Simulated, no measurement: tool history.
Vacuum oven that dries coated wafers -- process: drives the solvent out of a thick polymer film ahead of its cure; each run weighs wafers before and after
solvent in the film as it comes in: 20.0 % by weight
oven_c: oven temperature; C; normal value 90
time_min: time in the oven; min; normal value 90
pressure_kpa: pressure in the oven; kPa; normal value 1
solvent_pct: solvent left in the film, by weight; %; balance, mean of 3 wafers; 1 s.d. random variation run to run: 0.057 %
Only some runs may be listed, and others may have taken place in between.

run,day,oven_c,time_min,pressure_kpa,solvent_pct
1,0,90,90,1,2.79
2,1.171,90,90,1,3
3,2.604,90,45,1,6.45
4,3.65,90,90,1,2.9
5,4.896,90,90,1,2.91
6,6.396,103,90,1,0.75
7,8.279,103,90,1,0.83
8,10.212,103,90,3.58,2.16
9,12.212,103,90,3.58,2.12
10,13.629,103,90,3.58,2.21
11,15.146,86,104,0.67,3.36

Expected results for the next run?
12,16.308,86,104,3.85,?

Run 12 measured solvent_pct 6 %.
Without the tool's hidden state the same run would have given solvent_pct 5.7 %.

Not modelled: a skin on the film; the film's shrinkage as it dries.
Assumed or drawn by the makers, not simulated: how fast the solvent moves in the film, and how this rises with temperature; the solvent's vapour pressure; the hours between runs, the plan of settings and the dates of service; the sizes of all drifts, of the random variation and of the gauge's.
